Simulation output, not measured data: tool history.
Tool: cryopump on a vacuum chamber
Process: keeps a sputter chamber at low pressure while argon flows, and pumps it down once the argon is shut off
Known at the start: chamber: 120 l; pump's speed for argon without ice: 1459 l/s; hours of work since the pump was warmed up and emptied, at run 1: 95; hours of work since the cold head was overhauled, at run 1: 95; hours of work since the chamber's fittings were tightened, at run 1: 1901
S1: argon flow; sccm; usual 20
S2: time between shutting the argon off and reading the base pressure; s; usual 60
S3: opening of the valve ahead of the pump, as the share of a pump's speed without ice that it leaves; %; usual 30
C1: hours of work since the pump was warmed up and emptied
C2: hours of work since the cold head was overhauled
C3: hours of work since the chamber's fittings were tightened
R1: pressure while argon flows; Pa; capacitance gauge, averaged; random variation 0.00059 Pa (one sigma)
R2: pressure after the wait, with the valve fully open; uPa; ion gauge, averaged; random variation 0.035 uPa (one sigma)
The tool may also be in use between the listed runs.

| run | day | S1 | S2 | S3 | C1 | C2 | C3 | R1 | R2 |
|---|---|---|---|---|---|---|---|---|---|
| 1 | 0 | 20 | 60 | 30 | 95 | 95 | 1901 | 0.0779 | 2.22 |
| 2 | 0.529 | 25 | 60 | 30 | 102 | 102 | 1908 | 0.0985 | 2.25 |
| 3 | 0.967 | 20 | 60 | 30 | 108 | 108 | 1914 | 0.0788 | 2.26 |
| 4 | 1.421 | 20 | 60 | 30 | 115 | 115 | 1921 | 0.0792 | 2.27 |
| 5 | 2.075 | 20 | 60 | 30 | 124 | 124 | 1930 | 0.08 | 2.25 |
| 6 | 2.546 | 20 | 60 | 30 | 131 | 131 | 1937 | 0.0807 | 2.27 |
| 7 | 3.017 | 20 | 60 | 30 | 137 | 137 | 1943 | 0.0797 | 2.3 |
| 8 | 3.375 | 20 | 60 | 30 | 143 | 143 | 1948 | 0.0797 | 2.25 |
| 9 | 3.983 | 20 | 60 | 30 | 151 | 151 | 1957 | 0.0799 | 2.23 |
| 10 | 4.6 | 20 | 60 | 30 | 160 | 160 | 1966 | 0.0803 | 2.26 |
| 11 | 5.283 | 20 | 60 | 30 | 170 | 170 | 1975 | 0.0797 | 2.26 |
| 12 | 5.767 | 20 | 60 | 30 | 176 | 176 | 1982 | 0.0805 | 2.29 |
| 13 | 6.129 | 18 | 60 | 30 | 182 | 182 | 1987 | 0.0724 | 2.27 |
| 14 | 6.483 | 18 | 60 | 30 | 187 | 187 | 1992 | 0.0725 | 2.3 |
| 15 | 7.05 | 18 | 60 | 30 | 195 | 195 | 2001 | 0.0724 | 2.25 |
| 16 | 7.662 | 18 | 60 | 18 | 203 | 203 | 2009 | 0.1184 | 2.39 |
| 17 | 8.317 | 20 | 60 | 32 | 213 | 213 | 2018 | 0.0758 | 2.29 |
| 18 | 8.721 | 19 | 285 | 37 | 218 | 218 | 2024 | 0.0638 | 0.92 |
| 19 | 9.133 | 20 | 60 | 40 | 224 | 224 | 2030 | 0.0633 | 2.35 |
| 20 | 9.621 | 38 | 26 | 16 | 231 | 231 | 2037 | 0.2822 | 4.57 |
| 21 | 10.258 | 10 | 60 | 21 | 240 | 240 | 2046 | 0.0574 | 2.3 |
| 22 | 10.904 | 10 | 60 | 21 | 249 | 249 | 2055 | 0.0573 | 2.39 |
| 23 | 11.429 | 10 | 60 | 21 | 257 | 257 | 2063 | 0.0571 | 2.34 |
| 24 | 12.042 | 10 | 60 | 21 | 265 | 265 | 2071 | 0.0581 | 2.29 |
| 25 | 12.729 | 10 | 27 | 16 | 275 | 275 | 2081 | 0.0752 | 4.38 |
| 26 | 13.325 | 15 | 27 | 28 | 283 | 283 | 2089 | 0.0662 | 4.42 |
| 27 | 14.004 | 11 | 60 | 17 | 293 | 293 | 2099 | 0.0776 | 2.37 |
| 28 | 14.312 | 11 | 60 | 23 | 297 | 297 | 2103 | 0.0591 | 2.32 |
| 29 | 14.758 | 8 | 58 | 33 | 304 | 304 | 2110 | 0.0304 | 2.4 |
| 30 | 15.242 | 20 | 190 | 30 | 311 | 311 | 2117 | 0.0836 | 1.18 |
| 31 | 15.775 | 20 | 278 | 17 | 318 | 318 | 2124 | 0.1434 | 1.13 |
| 32 | 16.2 | 8 | 87 | 17 | 324 | 324 | 2130 | 0.0572 | 1.82 |
| 33 | 16.562 | 23 | 31 | 17 | 329 | 329 | 2135 | 0.1645 | 3.94 |

Measured less the same run without the tool's hidden state. The same run-to-run variation is in both; the gauge's scatter may not be:
The hidden state here: pump's speed, % of a pump's without ice; cold plate's temperature, K; leak into the chamber, uPa l/s; drift of the gauge itself on working_pa, %; drift of the gauge itself on base_upa, %.
| run | R1 | R2 |
|---|---|---|
| 1 | +0.0016 | +0.32 |
| 2 | +0.0022 | +0.32 |
| 3 | +0.0018 | +0.33 |
| 4 | +0.002 | +0.34 |
| 5 | +0.0022 | +0.34 |
| 6 | +0.0023 | +0.35 |
| 7 | +0.0024 | +0.36 |
| 8 | +0.0026 | +0.35 |
| 9 | +0.0027 | +0.35 |
| 10 | +0.0028 | +0.36 |
| 11 | +0.003 | +0.37 |
| 12 | +0.0032 | +0.38 |
| 13 | +0.003 | +0.37 |
| 14 | +0.003 | +0.38 |
| 15 | +0.0033 | +0.38 |
| 16 | +0.0034 | +0.4 |
| 17 | +0.004 | +0.39 |
| 18 | +0.0039 | +0.39 |
| 19 | +0.0042 | +0.41 |
| 20 | +0.0083 | +0.41 |
| 21 | +0.0023 | +0.41 |
| 22 | +0.0023 | +0.43 |
| 23 | +0.0025 | +0.42 |
| 24 | +0.0026 | +0.42 |
| 25 | +0.0027 | +0.43 |
| 26 | +0.0042 | +0.44 |
| 27 | +0.0032 | +0.45 |
| 28 | +0.0033 | +0.44 |
| 29 | +0.0025 | +0.46 |
| 30 | +0.0063 | +0.46 |
| 31 | +0.0066 | +0.47 |
| 32 | +0.0027 | +0.47 |
| 33 | +0.0079 | +0.47 |

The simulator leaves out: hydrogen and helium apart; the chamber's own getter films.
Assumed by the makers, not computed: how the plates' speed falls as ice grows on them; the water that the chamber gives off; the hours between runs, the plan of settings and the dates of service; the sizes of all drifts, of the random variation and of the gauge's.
